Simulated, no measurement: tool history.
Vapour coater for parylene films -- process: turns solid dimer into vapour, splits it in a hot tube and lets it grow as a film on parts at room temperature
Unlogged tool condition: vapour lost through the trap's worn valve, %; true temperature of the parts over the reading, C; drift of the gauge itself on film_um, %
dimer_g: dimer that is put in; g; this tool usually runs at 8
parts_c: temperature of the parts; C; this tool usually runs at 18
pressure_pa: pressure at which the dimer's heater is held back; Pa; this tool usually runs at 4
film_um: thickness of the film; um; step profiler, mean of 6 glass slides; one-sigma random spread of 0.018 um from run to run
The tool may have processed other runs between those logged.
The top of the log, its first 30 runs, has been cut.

run,hour,dimer_g,parts_c,pressure_pa,hours of work since the trap's valve was overhauled,hours of work since the table's thermometer was calibrated,film_um
31,348.1,8,21,2.68,194,308,1.76
32,362.4,4,15,2.17,202,317,1.1
33,378.5,4,15,2.17,212,327,1.1
34,389.6,4,22,2.17,219,334,0.88
35,406.3,5,15,4,229,344,1.3
36,413.9,12,23,7.9,234,348,2.15
37,422.4,4,18,4,239,354,0.94
38,432.1,4,18,4,245,360,0.94
39,444.4,4,18,4,253,367,0.94
40,455.9,4,23,3.86,260,374,0.76
41,470.4,9,23,11.33,268,383,1.57
42,481.9,9,23,11.33,275,390,1.54
43,496.7,8,18,2.99,285,399,1.91
44,508.5,3,17,2.99,292,406,0.75
45,520.1,3,14,2.99,299,413,0.82
46,527,5,12,10.9,303,418,1.26
47,534.2,3,12,3.41,307,422,0.88

Below are 4 alternative next runs, each starting from the tool's condition after run 47. Predict each:
A,541.7,3,29,9.95,312,427,?
B,541.7,6,20,3.41,312,427,?
C,541.7,13,17,7.89,312,427,?
D,541.7,8,11,4.31,312,427,?

run,film_um
A,0.42
B,1.32
C,2.89
D,2.29
Had the tool no hidden state, the same runs would have come out as:
run,film_um
A,0.45
B,1.4
C,3.07
D,2.38
